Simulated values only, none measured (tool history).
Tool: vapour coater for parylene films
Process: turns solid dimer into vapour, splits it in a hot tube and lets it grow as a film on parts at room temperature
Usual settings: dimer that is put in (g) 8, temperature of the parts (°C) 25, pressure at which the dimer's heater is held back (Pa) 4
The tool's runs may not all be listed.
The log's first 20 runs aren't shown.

run    hour  dimer that is put in (g)  temperature of the parts (°C)  pressure at which the dimer's heater is held back (Pa)  hours of work since the trap's valve was overhauled  hours of work since the table's thermometer was calibrated  thickness of the film (um)
 21  1341.9                         5                             18                                                    2.91                                                  482                                                         951                        3.26
 22  1409.5                         7                             29                                                    7.69                                                  532                                                        1000                        3.17
 23    1477                         3                             35                                                     7.3                                                  581                                                        1049                        1.24
 24  1548.8                         8                             21                                                    5.56                                                  633                                                        1102                        4.31
     1591.9  -- trap's valve overhauled
 25  1629.6                        10                             18                                                       4                                                   27                                                        1158                        6.57
 26  1665.9                         7                             33                                                   10.25                                                   54                                                        1184                        2.98
     1693.9  -- table's thermometer calibrated
 27    1721                        10                             20                                                    2.79                                                   93                                                          20                        6.63
 28  1789.3                         5                             25                                                       4                                                  143                                                          69                        2.84
 29  1845.3                         4                             22                                                       4                                                  184                                                         110                        2.39
 30  1888.5                         4                             24                                                    3.39                                                  215                                                         142                        2.39
 31  1947.1                         8                             24                                                    3.39                                                  258                                                         184                        4.72

3 ways to go on from here, each from the tool as it stands after run 31. What would each give?
  A  2019.5                        11                             26                                                    8.33                                                  311                                                         237                           ?
  B  2019.5                         7                             22                                                       4                                                  311                                                         237                           ?
  C  2019.5                         8                             20                                                       4                                                  311                                                         237                           ?

run  thickness of the film (um)
  A                        5.19
  B                        4.09
  C                        4.85
Without the tool's hidden state the same runs would have given:
run  thickness of the film (um)
  A                        5.37
  B                        4.23
  C                        5.03
